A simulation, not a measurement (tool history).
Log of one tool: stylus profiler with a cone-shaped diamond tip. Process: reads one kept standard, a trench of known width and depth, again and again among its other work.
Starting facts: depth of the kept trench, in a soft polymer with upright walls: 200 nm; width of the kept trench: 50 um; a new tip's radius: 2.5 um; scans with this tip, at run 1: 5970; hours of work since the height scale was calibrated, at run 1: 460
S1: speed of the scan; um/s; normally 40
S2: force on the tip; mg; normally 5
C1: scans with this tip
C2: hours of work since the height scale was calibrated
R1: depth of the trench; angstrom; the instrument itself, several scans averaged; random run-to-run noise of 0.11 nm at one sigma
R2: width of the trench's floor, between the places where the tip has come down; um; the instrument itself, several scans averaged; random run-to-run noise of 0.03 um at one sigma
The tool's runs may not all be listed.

run 1 day=0 | S1=40 S2=5 | C1=5970 C2=460 | R1=2022.1 R2=47.52
run 2 day=0.75 | S1=39 S2=5 | C1=6154 C2=475 | R1=2021.9 R2=47.54
run 3 day=1.583 | S1=40 S2=2.5 | C1=6360 C2=490 | R1=2010.9 R2=47.44
run 4 day=2.292 | S1=40 S2=2.5 | C1=6535 C2=504 | R1=2009.6 R2=47.47
run 5 day=3.225 | S1=40 S2=2.5 | C1=6764 C2=522 | R1=2012.5 R2=47.4
run 6 day=3.825 | S1=40 S2=2.5 | C1=6913 C2=533 | R1=2009.8 R2=47.43
run 7 day=4.275 | S1=40 S2=2.5 | C1=7023 C2=542 | R1=2012.8 R2=47.41
run 8 day=4.962 | S1=40 S2=7.77 | C1=7193 C2=555 | R1=2030.6 R2=47.46
run 9 day=5.583 | S1=44 S2=9.34 | C1=7346 C2=566 | R1=2035.3 R2=47.46
run 10 day=6.321 | S1=84 S2=5 | C1=7528 C2=580 | R1=2022.6 R2=47.22

Estimate the outcome of run 11 from the log above:
run 11 day=6.917 | S1=46 S2=12.82 | C1=7675 C2=592 | R1=? R2=?

{"run 11": {"R1": 2043.6, "R2": 47.44}}
Had the tool carried no hidden state, the very same run would have given R1 2049 angstrom, R2 47.94 um.

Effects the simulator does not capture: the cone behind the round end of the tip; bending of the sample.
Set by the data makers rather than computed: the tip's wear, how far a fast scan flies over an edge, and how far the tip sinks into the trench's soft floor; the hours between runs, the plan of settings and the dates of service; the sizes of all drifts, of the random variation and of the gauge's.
